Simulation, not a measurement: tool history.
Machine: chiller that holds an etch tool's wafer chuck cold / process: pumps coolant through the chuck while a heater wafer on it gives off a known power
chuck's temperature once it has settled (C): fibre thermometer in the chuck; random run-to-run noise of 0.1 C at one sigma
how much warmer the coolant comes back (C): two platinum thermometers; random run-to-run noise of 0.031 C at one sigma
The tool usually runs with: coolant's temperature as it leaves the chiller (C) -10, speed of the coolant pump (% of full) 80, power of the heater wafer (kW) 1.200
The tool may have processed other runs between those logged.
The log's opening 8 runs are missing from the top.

| run | hour | coolant's temperature as it leaves the chiller (C) | speed of the coolant pump (% of full) | power of the heater wafer (kW) | chuck's temperature once it has settled (C) | how much warmer the coolant comes back (C) |
|---|---|---|---|---|---|---|
| 9 | 152.8 | -10 | 80 | 1.200 | 4.0 | 3.23 |
| 10 | 183.2 | -9 | 80 | 1.200 | 4.9 | 3.36 |
| 11 | 212.1 | -9 | 80 | 1.200 | 4.8 | 3.31 |
| 12 | 240.5 | -10 | 93 | 1.200 | 2.9 | 2.90 |
| 13 | 257.7 | -10 | 80 | 1.338 | 5.4 | 3.70 |
| 14 | 276.3 | -15 | 80 | 1.200 | -1.1 | 3.40 |
| 15 | 297.7 | -15 | 80 | 1.200 | -1.0 | 3.40 |
| 16 | 311.4 | -15 | 80 | 1.200 | -1.0 | 3.33 |
| 17 | 333.7 | -10 | 80 | 1.262 | 4.7 | 3.56 |
| 18 | 358.6 | -10 | 80 | 1.262 | 4.7 | 3.56 |
| 19 | 374.9 | -10 | 65 | 0.796 | 0.4 | 2.83 |
| 20 | 397.9 | -10 | 85 | 1.200 | 3.4 | 3.23 |
| 21 | 413.4 | -3 | 80 | 1.200 | 11.0 | 3.46 |
| 22 | 427.8 | -3 | 80 | 1.200 | 11.0 | 3.44 |
| 23 | 441.8 | -3 | 80 | 1.200 | 10.9 | 3.50 |
| 24 | 459.4 | 0 | 76 | 0.964 | 11.7 | 2.97 |
| 25 | 479.8 | -19 | 77 | 1.605 | 0.2 | 4.66 |
| 26 | 503.5 | -19 | 77 | 1.605 | 0.2 | 4.77 |
| 27 | 524.0 | -14 | 96 | 0.780 | -6.0 | 2.06 |
|  | 546.9 | gauge calibrated |
| 28 | 554.9 | -14 | 96 | 0.780 | -6.0 | 1.74 |
| 29 | 575.7 | -6 | 96 | 1.085 | 5.2 | 2.42 |
| 30 | 595.6 | -7 | 94 | 0.805 | 1.6 | 1.86 |
| 31 | 609.7 | -10 | 76 | 1.430 | 7.1 | 4.07 |
| 32 | 634.5 | -10 | 76 | 1.430 | 7.3 | 4.03 |
| 33 | 653.1 | -19 | 76 | 1.532 | -0.6 | 4.30 |

Here are 3 independent what-if runs from the current tool condition. What would each one return?
| A | 671.5 | -18 | 85 | 1.101 | ? | ? |
| B | 671.5 | -19 | 78 | 1.317 | ? | ? |
| C | 671.5 | -5 | 80 | 1.200 | ? | ? |

| run | chuck's temperature once it has settled (C) | how much warmer the coolant comes back (C) |
|---|---|---|
| A | -5.6 | 2.84 |
| B | -3.4 | 3.63 |
| C | 9.2 | 3.26 |
Without the tool's unlogged condition, the same runs would have read:
| run | chuck's temperature once it has settled (C) | how much warmer the coolant comes back (C) |
|---|---|---|
| A | -5.6 | 2.77 |
| B | -3.4 | 3.56 |
| C | 9.2 | 3.19 |
